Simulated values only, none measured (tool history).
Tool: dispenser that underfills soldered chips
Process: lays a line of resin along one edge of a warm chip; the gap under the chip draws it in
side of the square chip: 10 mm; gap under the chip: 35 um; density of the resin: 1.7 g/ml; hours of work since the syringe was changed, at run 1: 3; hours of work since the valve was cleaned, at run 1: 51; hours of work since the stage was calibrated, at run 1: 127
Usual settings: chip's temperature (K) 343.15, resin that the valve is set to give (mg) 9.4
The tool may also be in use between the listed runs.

run,hour,chip's temperature (K),resin that the valve is set to give (mg),hours of work since the syringe was changed,hours of work since the valve was cleaned,hours of work since the stage was calibrated,time until the resin shows at the far edge (s),resin that the valve gave (mg)
1,0,343.15,9.4,3,51,127,87.7,8.99
2,4.9,350.15,9.4,6,54,130,74.5,9.02
# hour 7.8: new syringe of resin
3,9.7,350.15,9.4,1,57,134,60.5,9.01
4,14.1,332.15,9.4,4,60,137,145.2,8.99
5,17.3,332.15,9.4,6,62,139,160.3,8.93
# hour 20.5: new syringe of resin
6,21.8,333.15,9.4,1,65,142,116.1,8.94
7,26.4,343.15,9.4,4,68,145,88.2,8.85
8,30.8,343.15,9.4,7,71,148,97.4,8.88
# hour 33.2: new syringe of resin
9,33.2,343.15,9.4,0,73,149,74.5,8.91
10,35.9,343.15,9.4,2,74,151,80.9,8.77
11,40,343.15,9.4,5,77,154,89.3,8.82
12,44,343.15,9.4,7,80,156,100.2,8.8
# hour 45.7: new syringe of resin
13,47.4,343.15,9.4,1,82,158,78.3,8.71
14,49.4,343.15,9.4,2,83,160,83.8,8.89
15,52.4,343.15,9.4,5,85,162,91.4,8.77
16,56.7,343.15,9.4,7,88,165,100.8,8.7
# hour 58.4: new syringe of resin
17,60.8,343.15,9.4,2,91,167,80,8.77
18,64.8,330.15,9.4,4,94,170,158.9,8.71
19,68.7,349.15,9.27,7,96,173,79.1,8.57
# hour 71: new syringe of resin
20,72.1,345.15,12.16,1,98,175,69.8,11.24
21,74.9,356.15,10.92,3,100,177,48.2,10.1
22,78.6,335.15,11.42,5,103,179,128.8,10.49
23,83,351.15,9.94,8,106,182,75.9,9.09
# hour 83.5: new syringe of resin
24,86.1,341.15,11.01,2,108,184,87.4,10.04
25,90.8,352.15,11.36,5,111,187,62.5,10.36
26,93.4,341.15,10.8,7,112,189,108.7,9.83
# hour 96: new syringe of resin
27,97.9,341.15,10.8,1,115,192,85.1,9.74
28,102.3,353.15,9.24,4,118,195,60.7,8.36
29,105.8,353.15,9.24,7,121,197,68,8.4
# hour 108.7: new syringe of resin
30,109.3,332.15,10.03,0,123,199,120.4,9.05
31,114,341.15,8.77,4,126,203,98.3,7.81
32,116.6,354.15,10.92,5,128,204,59.5,9.84
33,119.5,352.15,9.2,7,130,206,71.3,8.22
# hour 121.2: new syringe of resin
34,122.4,329.15,10.64,1,131,208,139.2,9.49
35,124.9,336.15,9.33,2,133,210,114.3,8.41
36,127.8,344.15,8.28,4,135,212,92.4,7.34

3 ways to go on from here, each from the tool as it stands after run 36. What would each give?
A,130.3,353.15,12.05,6,137,213,?,?
B,130.3,344.15,8.23,6,137,213,?,?
C,130.3,331.15,9.79,6,137,213,?,?

run,time until the resin shows at the far edge (s),resin that the valve gave (mg)
A,64.4,10.8
B,99.7,7.27
C,162,8.71
Without the tool's hidden state the same runs would have given:
run,time until the resin shows at the far edge (s),resin that the valve gave (mg)
A,50.7,12.13
B,76.5,8.17
C,126.6,9.77
